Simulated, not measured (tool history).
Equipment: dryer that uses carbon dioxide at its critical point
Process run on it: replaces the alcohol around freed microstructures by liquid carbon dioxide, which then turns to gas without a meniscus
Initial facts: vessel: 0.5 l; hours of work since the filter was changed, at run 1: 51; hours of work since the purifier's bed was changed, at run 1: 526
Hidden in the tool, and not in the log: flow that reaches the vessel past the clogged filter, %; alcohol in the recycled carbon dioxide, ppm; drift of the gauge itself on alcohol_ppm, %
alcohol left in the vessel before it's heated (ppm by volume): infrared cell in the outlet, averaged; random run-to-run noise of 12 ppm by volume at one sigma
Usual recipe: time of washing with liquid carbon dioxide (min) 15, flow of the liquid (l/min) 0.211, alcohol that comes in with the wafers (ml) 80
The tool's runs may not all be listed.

run   hour  time of washing with liquid carbon dioxide (min)  flow of the liquid (l/min)  alcohol that comes in with the wafers (ml)  hours of work since the filter was changed  hours of work since the purifier's bed was changed  alcohol left in the vessel before it's heated (ppm by volume)
  1      0                                                15                       0.211                                          80                                          51                                                 526                                                            861
  2   15.2                                                15                       0.211                                          80                                          63                                                 537                                                            835
  3   30.8                                                15                       0.211                                          80                                          74                                                 549                                                            863
  4   52.1                                                15                       0.211                                          80                                          90                                                 565                                                            863
  5   62.5                                                15                       0.211                                          80                                          97                                                 572                                                            868
  6   81.8                                                15                       0.211                                          80                                         112                                                 587                                                            872
  7   94.5                                                15                       0.211                                          80                                         121                                                 596                                                            902
  8  117.1                                                15                       0.211                                          80                                         138                                                 613                                                            895
  9  128.7                                                15                       0.211                                          80                                         146                                                 621                                                            921
 10  150.9                                                15                       0.211                                          80                                         163                                                 638                                                            932
 11  172.6                                                15                       0.211                                          80                                         179                                                 654                                                            940
 12  184.8                                                15                       0.211                                          80                                         188                                                 663                                                            925
 13    207                                                15                       0.211                                          22                                         204                                                 679                                                            368
 14  222.1                                                15                       0.211                                          22                                         215                                                 690                                                            368
 15  237.1                                                15                       0.211                                          22                                         226                                                 701                                                            371
 16  248.2                                                18                       0.211                                          80                                         234                                                 709                                                            422
 17  270.3                                                18                       0.211                                          80                                         251                                                 726                                                            435
 18  280.6                                                21                       0.211                                          80                                         258                                                 733                                                            255
 19  294.4                                                 9                       0.166                                          83                                         268                                                 743                                                          13640
 20  314.7                                                 9                       0.166                                          83                                         283                                                 758                                                          14134
 21  323.8                                                18                       0.181                                          20                                         290                                                 765                                                            339
 22  339.8                                                18                       0.181                                          20                                         302                                                 777                                                            336
 23  355.2                                                 9                       0.181                                          33                                         313                                                 788                                                           4425
 24  377.7                                                 9                       0.181                                          33                                         330                                                 805                                                           4702
 25  399.6                                                 9                       0.181                                          33                                         346                                                 821                                                           4761
 26  414.5                                                 9                       0.181                                          33                                         357                                                 832                                                           4706
 27  423.7                                                 9                       0.181                                          33                                         364                                                 839                                                           4717
 28  440.6                                                 9                       0.181                                          33                                         376                                                 851                                                           4750
 29  450.8                                                14                       0.238                                          89                                         384                                                 859                                                            956
 30  460.2                                                13                       0.218                                         101                                         391                                                 866                                                           2228
 31  469.6                                                13                       0.218                                         101                                         398                                                 873                                                           2178
 32  485.2                                                13                       0.218                                         101                                         409                                                 884                                                           2228
 33  502.3                                                14                       0.357                                          95                                         422                                                 897                                                            250
 34  522.7                                                15                       0.211                                          48                                         437                                                 912                                                            756
 35  532.2                                                15                       0.211                                          48                                         444                                                 919                                                            768
 36    550                                                12                       0.225                                          43                                         457                                                 932                                                           1360

Some steps in alcohol left in the vessel before it's heated (ppm by volume) between neighbouring runs. How much of each would the tool show without its hidden state too (settings, what came in, random variation), and how much is left for the hidden state, with any gauge scatter that isn't in both results?
Run 18 -> 19: time of washing with liquid carbon dioxide (min) 21 -> 9, flow of the liquid (l/min) 0.211 -> 0.166, alcohol that comes in with the wafers (ml) 80 -> 83. alcohol left in the vessel before it's heated (ppm by volume) +13385: hidden state +1247, all else +12138.
Run 20 -> 21: time of washing with liquid carbon dioxide (min) 9 -> 18, flow of the liquid (l/min) 0.166 -> 0.181, alcohol that comes in with the wafers (ml) 83 -> 20. alcohol left in the vessel before it's heated (ppm by volume) -13795: hidden state -1343, all else -12452.
Run 22 -> 23: time of washing with liquid carbon dioxide (min) 18 -> 9, alcohol that comes in with the wafers (ml) 20 -> 33. alcohol left in the vessel before it's heated (ppm by volume) +4089: hidden state +460, all else +3629.
Run 32 -> 33: time of washing with liquid carbon dioxide (min) 13 -> 14, flow of the liquid (l/min) 0.218 -> 0.357, alcohol that comes in with the wafers (ml) 101 -> 95. alcohol left in the vessel before it's heated (ppm by volume) -1978: hidden state -467, all else -1511.
